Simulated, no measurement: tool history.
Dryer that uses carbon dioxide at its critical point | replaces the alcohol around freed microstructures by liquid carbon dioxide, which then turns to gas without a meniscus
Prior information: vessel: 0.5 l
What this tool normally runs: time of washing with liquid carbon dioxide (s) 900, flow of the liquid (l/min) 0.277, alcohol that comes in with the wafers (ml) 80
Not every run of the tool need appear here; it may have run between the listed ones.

run	hour	time of washing with liquid carbon dioxide (s)	flow of the liquid (l/min)	alcohol that comes in with the wafers (ml)	alcohol left in the vessel before it's heated (ppm by volume)
1	0	900	0.277	80	137
2	35.3	900	0.407	80	41
3	61.6	900	0.407	80	43
4	82.6	900	0.407	80	55
5	117.4	900	0.407	80	54
6	133.4	900	0.177	80	1975
7	157.9	900	0.177	80	1964
8	176	900	0.177	109	2689
9	200.2	900	0.177	109	2710
10	235	1020	0.277	80	113
11	259.8	1020	0.184	45	593
12	291.7	1020	0.184	45	613
13	317.9	1380	0.224	46	95
14	346.1	1380	0.224	46	105
15	367.4	1200	0.173	80	676
16	392.7	540	0.384	40	295
17	407.5	540	0.436	26	151
18	424.9	600	0.421	93	223
19	454.3	900	0.277	43	178

What if the next run were any one of these 3? Each begins from the tool's condition after run 19:
# hour 461.2: inlet filter changed
A	482.6	900	0.277	28	?
# hour 461.2: inlet filter changed
B	482.6	900	0.367	43	?
# hour 461.2: inlet filter changed
C	482.6	900	0.344	43	?

run	alcohol left in the vessel before it's heated (ppm by volume)
A	120
B	100
C	101
With no hidden state in the tool, these same runs would have given:
run	alcohol left in the vessel before it's heated (ppm by volume)
A	28
B	10
C	11
